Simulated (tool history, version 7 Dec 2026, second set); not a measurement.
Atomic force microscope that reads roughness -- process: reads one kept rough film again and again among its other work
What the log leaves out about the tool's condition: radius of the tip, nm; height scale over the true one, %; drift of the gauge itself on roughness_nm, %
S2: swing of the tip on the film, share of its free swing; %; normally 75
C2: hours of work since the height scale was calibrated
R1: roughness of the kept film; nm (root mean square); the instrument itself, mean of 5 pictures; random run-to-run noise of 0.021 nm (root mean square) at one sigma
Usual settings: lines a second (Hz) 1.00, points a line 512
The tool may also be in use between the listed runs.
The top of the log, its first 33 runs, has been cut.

At hour 219.2: height scale calibrated on a step standard, once more.
Run 34, hour 220.5: usual settings but S2 61 %, points a line 276; pictures with this tip 80; C2 1. Result: R1 4.865 nm (root mean square).
Run 35, hour 225.0: usual settings but lines a second (Hz) 2.02, S2 88 %, points a line 931; pictures with this tip 87; C2 3. Result: R1 4.188 nm (root mean square).
Run 36, hour 229.8: usual settings but lines a second (Hz) 3.66, S2 55 %, points a line 411; pictures with this tip 95; C2 6. Result: R1 4.702 nm (root mean square).
Run 37, hour 234.0: usual settings but lines a second (Hz) 3.66, S2 55 %, points a line 411; pictures with this tip 102; C2 8. Result: R1 4.682 nm (root mean square).
Run 38, hour 239.9: usual settings but lines a second (Hz) 1.98; pictures with this tip 112; C2 11. Result: R1 4.430 nm (root mean square).
Run 39, hour 244.1: usual settings but lines a second (Hz) 1.98; pictures with this tip 119; C2 14. Result: R1 4.424 nm (root mean square).
Run 40, hour 252.4: usual settings but lines a second (Hz) 1.38, points a line 665; pictures with this tip 133; C2 18. Result: R1 4.494 nm (root mean square).
Run 41, hour 262.2: usual settings but lines a second (Hz) 0.72, S2 60 %; pictures with this tip 149; C2 24. Result: R1 4.677 nm (root mean square).
Run 42, hour 266.9: usual settings but lines a second (Hz) 0.72, S2 60 %; pictures with this tip 157; C2 26. Result: R1 4.656 nm (root mean square).
Run 43, hour 271.3: usual settings but lines a second (Hz) 0.72, S2 73 %, points a line 600; pictures with this tip 164; C2 29. Result: R1 4.549 nm (root mean square).
Run 44, hour 277.2: usual settings but lines a second (Hz) 0.54, points a line 582; pictures with this tip 174; C2 32. Result: R1 4.556 nm (root mean square).
Run 45, hour 283.0: usual settings but lines a second (Hz) 0.64, S2 58 %; pictures with this tip 184; C2 35. Result: R1 4.580 nm (root mean square).
Run 46, hour 292.4: usual settings but lines a second (Hz) 0.78, S2 88 %, points a line 686; pictures with this tip 200; C2 40. Result: R1 4.286 nm (root mean square).
Run 47, hour 301.6: usual settings but lines a second (Hz) 1.66, S2 72 %, points a line 285; pictures with this tip 215; C2 45. Result: R1 4.259 nm (root mean square).
Run 48, hour 310.1: usual settings but lines a second (Hz) 3.15, S2 59 %, points a line 733; pictures with this tip 229; C2 50. Result: R1 4.271 nm (root mean square).
Run 49, hour 315.3: usual settings but lines a second (Hz) 1.63, S2 61 %, points a line 402; pictures with this tip 238; C2 53. Result: R1 4.305 nm (root mean square).
Run 50, hour 320.0: usual settings but lines a second (Hz) 1.63, S2 61 %, points a line 402; pictures with this tip 246; C2 56. Result: R1 4.325 nm (root mean square).
Run 51, hour 324.9: usual settings but lines a second (Hz) 1.01, points a line 292; pictures with this tip 254; C2 58. Result: R1 4.170 nm (root mean square).

Below are 5 alternative next runs, each starting from the tool's condition after run 51. Predict each:
Run A, hour 330.5: usual settings but lines a second (Hz) 0.64, S2 65 %; pictures with this tip 263; C2 61. Result: R1 ?.
Run B, hour 330.5: usual settings but lines a second (Hz) 3.45, S2 72 %, points a line 393; pictures with this tip 263; C2 61. Result: R1 ?.
Run C, hour 330.5: usual settings but lines a second (Hz) 1.01, points a line 491; pictures with this tip 263; C2 61. Result: R1 ?.
Run D, hour 330.5: usual settings but lines a second (Hz) 1.01, points a line 302; pictures with this tip 263; C2 61. Result: R1 ?.
Run E, hour 330.5: usual settings but lines a second (Hz) 0.58; pictures with this tip 263; C2 61. Result: R1 ?.

run     R1
  A  4.316
  B  3.854
  C  4.196
  D  4.180
  E  4.250
The same runs, with their run-to-run variation unchanged, on a tool lacking any hidden condition would have given:
run     R1
  A  5.200
  B  4.644
  C  5.059
  D  5.036
  E  5.124

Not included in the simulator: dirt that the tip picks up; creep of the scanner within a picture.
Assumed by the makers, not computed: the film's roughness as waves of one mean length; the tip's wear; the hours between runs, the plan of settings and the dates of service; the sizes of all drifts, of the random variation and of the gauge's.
